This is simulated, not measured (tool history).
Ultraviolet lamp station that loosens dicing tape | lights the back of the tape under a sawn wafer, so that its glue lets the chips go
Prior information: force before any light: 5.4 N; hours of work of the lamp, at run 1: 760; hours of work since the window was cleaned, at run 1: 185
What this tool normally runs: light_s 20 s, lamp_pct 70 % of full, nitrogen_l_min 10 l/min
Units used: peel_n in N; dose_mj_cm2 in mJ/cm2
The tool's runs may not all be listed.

run     day  light_s  lamp_pct  nitrogen_l_min  hours of work of the lamp  hours of work since the window was cleaned  peel_n  dose_mj_cm2
  1       0       20        70              10                        760                                         185   0.579          307
  2   1.179       20        70              10                        777                                         203   0.598          308
       1.75  -- window cleaned of glue's vapour
  3   2.488       20        70              10                        796                                          11   0.668          285
  4   3.154       20        70              10                        806                                          21   0.661          283
  5   3.838       20        70               8                        816                                          31   0.791          278
  6   4.779       20        70              10                        830                                          45   0.697          269
  7   5.583       20        70              10                        842                                          57   0.705          272
  8   6.717       20        70              16                        859                                          74   0.543          271
  9   7.742       19        70               4                        874                                          89   1.338          254
 10   8.654       13        99              18                        888                                         102   0.595          243
 11   9.458       35        64               4                        899                                         114   0.636          417
      9.717  -- window cleaned of glue's vapour, once more
 12  10.404       13        70              17                        913                                          10   0.739          219
 13  11.633       13        70              17                        931                                          28   0.766          217
 14    12.3       38        70              10                        941                                          38   0.206          628
 15  13.442       17        94               4                        958                                          55   0.802          370

Take each entry between the runs: how does the hidden state at the last listed run before it differ from the hidden state at the first listed run after it?
Logged between run 2 and run 3: window cleaned of glue's vapour (day 1.75)
  lamp's light, % of a new lamp's: 87.7 -> 87.4; light that the window lets through, % of a clean one's: 88.8 -> 83.2
  the result without the hidden state subtracted from the measured one, peel_n: +0.208 -> +0.282 N; dose_mj_cm2: -87 -> -107 mJ/cm2
Logged between run 11 and run 12: window cleaned of glue's vapour, once more (day 9.717)
  lamp's light, % of a new lamp's: 85.9 -> 85.7; light that the window lets through, % of a clean one's: 77.9 -> 99.4
  the result without the hidden state subtracted from the measured one, peel_n: +0.318 -> +0.177 N; dose_mj_cm2: -205 -> -38 mJ/cm2
